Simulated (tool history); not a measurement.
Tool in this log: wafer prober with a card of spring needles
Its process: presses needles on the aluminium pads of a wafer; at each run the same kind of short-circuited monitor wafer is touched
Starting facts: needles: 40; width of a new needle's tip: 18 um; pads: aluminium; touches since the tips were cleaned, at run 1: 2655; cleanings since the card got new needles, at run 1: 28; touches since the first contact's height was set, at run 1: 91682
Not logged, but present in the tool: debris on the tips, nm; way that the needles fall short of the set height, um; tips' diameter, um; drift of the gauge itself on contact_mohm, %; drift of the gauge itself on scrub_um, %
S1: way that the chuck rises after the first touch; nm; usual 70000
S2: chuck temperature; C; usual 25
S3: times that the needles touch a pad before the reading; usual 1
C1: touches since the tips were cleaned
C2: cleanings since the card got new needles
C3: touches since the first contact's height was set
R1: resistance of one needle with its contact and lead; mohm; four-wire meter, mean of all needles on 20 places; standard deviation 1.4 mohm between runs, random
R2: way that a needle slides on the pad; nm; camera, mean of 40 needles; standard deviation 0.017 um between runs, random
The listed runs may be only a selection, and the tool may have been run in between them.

run,hour,S1,S2,S3,C1,C2,C3,R1,R2
1,0.0,70000,25,1,2655,28,91682,193,14250
# hour 5.3: height of the first contact set anew
# hour 13.3: tips cleaned on abrasive film
2,19.2,70000,25,1,3182,29,7368,209,14390
# hour 31.1: tips cleaned on abrasive film
3,37.3,53000,25,1,3264,30,16949,289,10860
# hour 48.8: tips cleaned on abrasive film
4,55.9,53000,73,1,3765,31,26853,293,10860
# hour 66.0: tips cleaned on abrasive film
5,70.2,70000,25,1,2223,32,34430,190,14330
6,81.7,70000,25,1,8405,32,40612,262,14320
# hour 83.5: tips cleaned on abrasive film
7,92.4,69000,25,1,4738,33,46250,232,14110
# hour 101.5: tips cleaned on abrasive film
8,105.2,69000,25,1,1954,34,53032,188,14090
# hour 119.0: tips cleaned on abrasive film
9,122.1,69000,25,1,1657,35,62019,187,14080
# hour 136.0: tips cleaned on abrasive film
10,138.6,61000,41,2,1374,36,70797,168,12440
11,147.1,61000,41,2,5924,36,75347,229,12450
# hour 154.1: tips cleaned on abrasive film
12,164.2,70000,85,1,5392,37,84411,243,14280
# hour 171.6: tips cleaned on abrasive film
13,175.8,52000,37,1,2243,38,90574,258,10570
# hour 182.9: height of the first contact set anew
# hour 188.8: tips cleaned on abrasive film
14,194.5,89000,113,1,3023,39,6126,185,18240
# hour 205.8: tips cleaned on abrasive film
15,206.4,70000,30,1,303,40,12450,153,14340
16,220.4,88000,25,2,7774,40,19921,175,18080
# hour 223.8: tips cleaned on abrasive film
17,236.2,88000,25,2,6656,41,28332,171,18040

What differs in the tool's unlogged condition from the final listed run ahead of each entry between runs to the first listed run following it?
Between runs 1 and 2: height of the first contact set anew (hour 5.3); tips cleaned on abrasive film (hour 13.3)
  debris on the tips, nm: 27 -> 35.4; way that the needles fall short of the set height, um: 0.69 -> 0.07; tips' diameter, um: 18.73 -> 18.75
  measured less the result without the state, R1: +68 -> +86 mohm; R2: -140 -> -10 nm
Between runs 2 and 3: tips cleaned on abrasive film (hour 31.1)
  debris on the tips, nm: 35.4 -> 36.6; way that the needles fall short of the set height, um: 0.07 -> 0.12; tips' diameter, um: 18.75 -> 18.77
  measured less the result without the state, R1: +86 -> +156 mohm; R2: -10 -> -20 nm
Between runs 3 and 4: tips cleaned on abrasive film (hour 48.8)
  debris on the tips, nm: 36.6 -> 39.6; way that the needles fall short of the set height, um: 0.12 -> 0.18; tips' diameter, um: 18.77 -> 18.79
  measured less the result without the state, R1: +156 -> +154 mohm; R2: -20 -> -40 nm
Between runs 4 and 5: tips cleaned on abrasive film (hour 66.0)
  debris on the tips, nm: 39.6 -> 26.2; way that the needles fall short of the set height, um: 0.18 -> 0.23; tips' diameter, um: 18.79 -> 18.81
  measured less the result without the state, R1: +154 -> +66 mohm; R2: -40 -> -50 nm
Between runs 6 and 7: tips cleaned on abrasive film (hour 83.5)
  debris on the tips, nm: 56.2 -> 41.9; way that the needles fall short of the set height, um: 0.23 -> 0.31; tips' diameter, um: 18.81 -> 18.84
  measured less the result without the state, R1: +139 -> +107 mohm; R2: -50 -> -60 nm
Between runs 7 and 8: tips cleaned on abrasive film (hour 101.5)
  debris on the tips, nm: 41.9 -> 25.3; way that the needles fall short of the set height, um: 0.31 -> 0.4; tips' diameter, um: 18.84 -> 18.87
  measured less the result without the state, R1: +107 -> +66 mohm; R2: -60 -> -90 nm
Between runs 8 and 9: tips cleaned on abrasive film (hour 119.0)
  debris on the tips, nm: 25.3 -> 23; way that the needles fall short of the set height, um: 0.4 -> 0.46; tips' diameter, um: 18.87 -> 18.89
  measured less the result without the state, R1: +66 -> +61 mohm; R2: -90 -> -90 nm
Between runs 9 and 10: tips cleaned on abrasive film (hour 136.0)
  debris on the tips, nm: 23 -> 19.3; way that the needles fall short of the set height, um: 0.46 -> 0.51; tips' diameter, um: 18.89 -> 18.91
  measured less the result without the state, R1: +61 -> +38 mohm; R2: -90 -> -100 nm
Between runs 11 and 12: tips cleaned on abrasive film (hour 154.1)
  debris on the tips, nm: 49.9 -> 47.6; way that the needles fall short of the set height, um: 0.51 -> 0.58; tips' diameter, um: 18.91 -> 18.93
  measured less the result without the state, R1: +98 -> +110 mohm; R2: -110 -> -120 nm
Between runs 12 and 13: tips cleaned on abrasive film (hour 171.6)
  debris on the tips, nm: 47.6 -> 27.7; way that the needles fall short of the set height, um: 0.58 -> 0.64; tips' diameter, um: 18.93 -> 18.95
  measured less the result without the state, R1: +110 -> +123 mohm; R2: -120 -> -130 nm
Between runs 13 and 14: height of the first contact set anew (hour 182.9); tips cleaned on abrasive film (hour 188.8)
  debris on the tips, nm: 27.7 -> 35.1; way that the needles fall short of the set height, um: 0.64 -> 0.08; tips' diameter, um: 18.95 -> 18.98
  measured less the result without the state, R1: +123 -> +50 mohm; R2: -130 -> -10 nm
Between runs 14 and 15: tips cleaned on abrasive film (hour 205.8)
  debris on the tips, nm: 35.1 -> 10.9; way that the needles fall short of the set height, um: 0.08 -> 0.16; tips' diameter, um: 18.98 -> 19.01
  measured less the result without the state, R1: +50 -> +29 mohm; R2: -10 -> -30 nm
Between runs 16 and 17: tips cleaned on abrasive film (hour 223.8)
  debris on the tips, nm: 55.6 -> 51; way that the needles fall short of the set height, um: 0.16 -> 0.22; tips' diameter, um: 19.01 -> 19.03
  measured less the result without the state, R1: +56 -> +52 mohm; R2: -30 -> -40 nm
